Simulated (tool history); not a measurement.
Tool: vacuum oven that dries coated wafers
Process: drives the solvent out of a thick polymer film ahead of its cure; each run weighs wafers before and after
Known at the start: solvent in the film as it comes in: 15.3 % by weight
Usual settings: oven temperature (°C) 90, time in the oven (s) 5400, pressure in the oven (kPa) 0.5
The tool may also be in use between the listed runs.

| run | hour | oven temperature (°C) | time in the oven (s) | pressure in the oven (kPa) | solvent left in the film (%) |
|---|---|---|---|---|---|
| 1 | 0 | 90 | 5400 | 0.5 | 0.74 |
| 2 | 29 | 90 | 7620 | 0.5 | 0.43 |
| 3 | 59.6 | 90 | 5400 | 0.274 | 0.67 |
| 4 | 91.3 | 90 | 5400 | 0.274 | 0.63 |
| 5 | 118.5 | 90 | 5400 | 0.274 | 0.64 |
| 6 | 132.1 | 104 | 5400 | 0.5 | 0.16 |
| 7 | 157.9 | 104 | 5400 | 0.5 | 0.2 |
| 8 | 180.3 | 104 | 5400 | 0.5 | 0.19 |
| 9 | 194.7 | 104 | 5400 | 0.5 | 0.16 |
| 10 | 223.6 | 101 | 5400 | 0.5 | 0.23 |
| 11 | 252.9 | 101 | 5400 | 0.5 | 0.25 |
| 12 | 275.8 | 101 | 5400 | 0.5 | 0.23 |
| 13 | 304.6 | 101 | 5400 | 0.5 | 0.2 |
| 14 | 326.1 | 101 | 5400 | 0.5 | 0.22 |
| 15 | 342.7 | 90 | 5400 | 0.5 | 0.81 |
| 16 | 362 | 90 | 5400 | 0.5 | 0.81 |
|  | 366.3 | oven's thermocouples calibrated |
| 17 | 389.2 | 90 | 5400 | 0.5 | 0.86 |
| 18 | 421.4 | 90 | 5400 | 0.5 | 0.85 |
| 19 | 447.7 | 90 | 5400 | 0.5 | 0.92 |
| 20 | 466.8 | 94 | 5340 | 0.349 | 0.47 |
| 21 | 482.8 | 94 | 5340 | 0.349 | 0.47 |
| 22 | 514.7 | 78 | 4800 | 1.21 | 4.34 |
| 23 | 537.6 | 75 | 2820 | 1.334 | 7.55 |

The next listed run, before its measurement:
|  | 542 | oven's thermocouples calibrated, once more |
| 24 | 562.5 | 75 | 7500 | 1.334 | ? |

solvent left in the film (%): 3.11
Without the tool's hidden state the same run would have given solvent left in the film (%) 3.1.
